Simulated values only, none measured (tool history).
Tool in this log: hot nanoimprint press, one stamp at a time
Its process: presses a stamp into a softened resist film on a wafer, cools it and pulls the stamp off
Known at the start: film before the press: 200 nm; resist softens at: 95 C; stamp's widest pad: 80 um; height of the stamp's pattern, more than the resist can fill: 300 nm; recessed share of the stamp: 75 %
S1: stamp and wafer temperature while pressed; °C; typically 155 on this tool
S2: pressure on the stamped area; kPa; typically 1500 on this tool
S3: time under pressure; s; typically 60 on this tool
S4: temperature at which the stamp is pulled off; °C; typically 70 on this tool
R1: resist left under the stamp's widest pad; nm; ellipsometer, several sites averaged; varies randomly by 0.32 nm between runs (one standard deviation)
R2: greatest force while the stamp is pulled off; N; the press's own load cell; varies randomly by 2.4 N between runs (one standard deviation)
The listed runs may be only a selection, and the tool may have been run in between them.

Run 1, hour 0.0: usual settings. Result: R1 71.8 nm, R2 109 N.
At hour 19.6: plate thermocouple calibrated.
Run 2, hour 27.3: usual settings but S1 152 °C. Result: R1 84.8 nm, R2 115 N.
Run 3, hour 38.1: usual settings. Result: R1 72.1 nm, R2 109 N.
Run 4, hour 51.2: usual settings. Result: R1 71.9 nm, R2 111 N.
At hour 61.2: stamp cleaned and given a new release coat.
Run 5, hour 79.1: usual settings. Result: R1 71.6 nm, R2 106 N.
Run 6, hour 101.3: usual settings but S1 160 °C. Result: R1 52.9 nm, R2 108 N.
Run 7, hour 120.6: usual settings but S1 160 °C, S2 960 kPa. Result: R1 67.4 nm, R2 102 N.
Run 8, hour 132.9: usual settings but S1 160 °C, S2 960 kPa. Result: R1 66.8 nm, R2 109 N.
Run 9, hour 149.1: usual settings but S4 58 °C. Result: R1 71.8 nm, R2 133 N.
Run 10, hour 164.5: usual settings. Result: R1 71.4 nm, R2 105 N.
Run 11, hour 180.2: usual settings. Result: R1 71.1 nm, R2 110 N.
At hour 192.6: press's hydraulic seals changed and the load cell set to zero.
Run 12, hour 204.8: usual settings. Result: R1 70.9 nm, R2 109 N.
Run 13, hour 220.4: usual settings but S2 1750 kPa. Result: R1 65.6 nm, R2 110 N.
Run 14, hour 235.8: usual settings but S2 1750 kPa. Result: R1 65.3 nm, R2 112 N.
Run 15, hour 251.5: usual settings but S4 67 °C. Result: R1 70.9 nm, R2 110 N.
Run 16, hour 268.3: usual settings but S1 159 °C, S3 34 s. Result: R1 70.3 nm, R2 105 N.
Run 17, hour 283.9: usual settings but S1 150 °C, S2 1320 kPa. Result: R1 100.3 nm, R2 112 N.
Run 18, hour 299.9: usual settings but S1 149 °C. Result: R1 100.1 nm, R2 107 N.
Run 19, hour 324.8: usual settings but S1 151 °C, S2 2070 kPa, S3 37 s. Result: R1 92.0 nm, R2 111 N.
Run 20, hour 341.0: usual settings but S1 152 °C, S2 1360 kPa, S3 34 s. Result: R1 107.4 nm, R2 107 N.
Run 21, hour 362.3: usual settings but S1 145 °C, S2 910 kPa, S3 45 s, S4 71 °C. Result: R1 153.6 nm, R2 107 N.
Run 22, hour 379.3: usual settings but S1 157 °C, S2 910 kPa, S3 45 s, S4 71 °C. Result: R1 89.4 nm, R2 107 N.
Run 23, hour 397.1: usual settings but S1 163 °C, S2 910 kPa, S3 64 s, S4 71 °C. Result: R1 56.0 nm, R2 107 N.
Run 24, hour 408.7: usual settings but S2 1080 kPa, S4 73 °C. Result: R1 82.3 nm, R2 99 N.
Run 25, hour 421.9: usual settings but S2 1080 kPa, S4 73 °C. Result: R1 82.3 nm, R2 104 N.
Run 26, hour 443.4: usual settings but S2 1080 kPa, S4 73 °C. Result: R1 82.1 nm, R2 104 N.
Run 27, hour 467.6: usual settings but S1 156 °C, S2 1080 kPa, S3 92 s, S4 73 °C. Result: R1 65.3 nm, R2 102 N.

Consider 3 possible next runs. They are alternatives, not a sequence: every one starts from the tool as it was left by run 27. What does each give?
Run A, hour 490.4: usual settings but S3 39 s, S4 62 °C. Result: R1 ?, R2 ?.
Run B, hour 490.4: usual settings but S1 165 °C, S3 31 s, S4 64 °C. Result: R1 ?, R2 ?.
Run C, hour 490.4: usual settings but S3 110 s. Result: R1 ?, R2 ?.

run    R1   R2
  A  83.0  120
  B  52.7  116
  C  54.6  106
Take away the tool's hidden state, keep each run's random variation, and the runs would have read:
run    R1   R2
  A  84.9  119
  B  54.0  115
  C  55.9  106
